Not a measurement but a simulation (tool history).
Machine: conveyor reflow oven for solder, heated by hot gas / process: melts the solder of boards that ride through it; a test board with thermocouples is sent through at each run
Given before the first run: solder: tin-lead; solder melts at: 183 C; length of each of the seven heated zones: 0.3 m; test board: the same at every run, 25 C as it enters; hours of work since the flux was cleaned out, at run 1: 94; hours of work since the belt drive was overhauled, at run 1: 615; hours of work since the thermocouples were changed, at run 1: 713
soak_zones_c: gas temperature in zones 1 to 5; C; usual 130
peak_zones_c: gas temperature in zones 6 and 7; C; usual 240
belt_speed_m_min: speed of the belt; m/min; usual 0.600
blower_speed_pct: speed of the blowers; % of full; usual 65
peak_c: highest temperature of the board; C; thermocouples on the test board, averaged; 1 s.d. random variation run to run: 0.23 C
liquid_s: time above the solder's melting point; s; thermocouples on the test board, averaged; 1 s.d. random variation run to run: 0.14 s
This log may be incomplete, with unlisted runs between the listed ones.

| run | hour | soak_zones_c | peak_zones_c | belt_speed_m_min | blower_speed_pct | hours of work since the flux was cleaned out | hours of work since the belt drive was overhauled | hours of work since the thermocouples were changed | peak_c | liquid_s |
|---|---|---|---|---|---|---|---|---|---|---|
| 1 | 0.0 | 130 | 240 | 0.600 | 65 | 94 | 615 | 713 | 214.5 | 40.1 |
| 2 | 46.7 | 130 | 240 | 0.600 | 65 | 126 | 647 | 745 | 213.7 | 40.0 |
| 3 | 68.4 | 130 | 240 | 0.600 | 65 | 140 | 662 | 760 | 214.0 | 39.8 |
| 4 | 99.2 | 130 | 240 | 0.600 | 65 | 161 | 683 | 780 | 213.3 | 39.5 |
|  | 126.4 | flux residue cleaned out of gas plates and filters |
| 5 | 152.0 | 130 | 240 | 0.600 | 65 | 17 | 715 | 813 | 211.4 | 37.8 |
| 6 | 180.3 | 130 | 240 | 0.600 | 65 | 36 | 734 | 832 | 211.5 | 37.7 |
| 7 | 227.9 | 130 | 240 | 0.600 | 65 | 69 | 766 | 864 | 210.7 | 37.1 |
| 8 | 255.3 | 130 | 240 | 0.600 | 65 | 87 | 785 | 883 | 210.4 | 36.9 |
|  | 292.7 | flux residue cleaned out of gas plates and filters, once more |
| 9 | 293.6 | 130 | 240 | 0.600 | 65 | 1 | 807 | 905 | 215.7 | 41.4 |
| 10 | 325.8 | 130 | 253 | 0.600 | 65 | 22 | 829 | 927 | 226.1 | 47.5 |
| 11 | 377.7 | 130 | 253 | 0.600 | 65 | 58 | 864 | 962 | 225.0 | 47.3 |
| 12 | 428.8 | 130 | 253 | 0.600 | 65 | 92 | 899 | 997 | 224.6 | 46.8 |
| 13 | 455.9 | 130 | 240 | 0.600 | 65 | 110 | 917 | 1015 | 213.8 | 40.1 |
| 14 | 493.9 | 130 | 240 | 0.600 | 65 | 136 | 943 | 1041 | 213.8 | 39.6 |
| 15 | 527.6 | 130 | 240 | 0.600 | 65 | 159 | 966 | 1064 | 213.4 | 39.2 |
|  | 560.0 | flux residue cleaned out of gas plates and filters |
| 16 | 573.2 | 130 | 240 | 0.600 | 65 | 9 | 993 | 1091 | 214.9 | 41.0 |
| 17 | 623.9 | 123 | 235 | 0.600 | 65 | 43 | 1028 | 1125 | 209.0 | 34.7 |
| 18 | 675.1 | 123 | 235 | 0.600 | 65 | 78 | 1062 | 1160 | 208.6 | 34.4 |
| 19 | 710.9 | 119 | 240 | 0.671 | 65 | 102 | 1087 | 1184 | 206.3 | 27.8 |
| 20 | 737.3 | 119 | 232 | 0.671 | 65 | 120 | 1104 | 1202 | 199.8 | 22.2 |
| 21 | 779.1 | 119 | 230 | 0.671 | 65 | 148 | 1133 | 1231 | 197.2 | 20.0 |
| 22 | 819.1 | 130 | 243 | 0.600 | 57 | 175 | 1160 | 1258 | 211.9 | 38.2 |
|  | 827.6 | flux residue cleaned out of gas plates and filters |
| 23 | 863.3 | 128 | 233 | 0.545 | 65 | 24 | 1186 | 1284 | 212.3 | 43.3 |
| 24 | 902.4 | 128 | 234 | 0.676 | 65 | 51 | 1213 | 1311 | 204.4 | 27.8 |
| 25 | 955.8 | 128 | 254 | 0.676 | 65 | 87 | 1249 | 1347 | 219.4 | 38.2 |
| 26 | 996.2 | 144 | 255 | 0.600 | 78 | 114 | 1276 | 1374 | 232.9 | 55.1 |
| 27 | 1048.8 | 115 | 255 | 0.706 | 78 | 150 | 1312 | 1410 | 218.8 | 34.2 |
| 28 | 1077.5 | 130 | 250 | 0.711 | 65 | 169 | 1331 | 1429 | 212.5 | 32.7 |
|  | 1092.3 | flux residue cleaned out of gas plates and filters |
| 29 | 1120.9 | 120 | 251 | 0.711 | 65 | 19 | 1357 | 1455 | 213.3 | 31.5 |
| 30 | 1166.1 | 120 | 251 | 0.711 | 65 | 50 | 1388 | 1486 | 213.0 | 30.9 |

Below, some changes in peak_c between adjacent runs. For each, the amount present without the hidden state too (settings, incoming material, random variation) and the amount remaining for the hidden state with gauge scatter not shared by both compared results:
Hidden state present: heat that the gas passes to the board, % of a clean oven's; belt's true speed, % of the reading; true gas temperature in zones 6 and 7 over the reading, C; drift of the gauge itself on peak_c, C; drift of the gauge itself on liquid_s, %.
Run 4 -> 5: flux residue cleaned out of gas plates and filters. peak_c -1.9 C: hidden state -2.0, all else +0.1.
Run 8 -> 9: flux residue cleaned out of gas plates and filters, once more. peak_c +5.3 C: hidden state +4.9, all else +0.4.
Run 21 -> 22: soak_zones_c 119 -> 130, peak_zones_c 230 -> 243, belt_speed_m_min 0.671 -> 0.600, blower_speed_pct 65 -> 57. peak_c +14.7 C: hidden state +0.0, all else +14.7.
Run 24 -> 25: peak_zones_c 234 -> 254. peak_c +15.0 C: hidden state -0.6, all else +15.6.
Run 26 -> 27: soak_zones_c 144 -> 115, belt_speed_m_min 0.600 -> 0.706. peak_c -14.1 C: hidden state -1.1, all else -13.0.
Run 28 -> 29: soak_zones_c 130 -> 120, peak_zones_c 250 -> 251, flux residue cleaned out of gas plates and filters. peak_c +0.8 C: hidden state +2.3, all else -1.5.
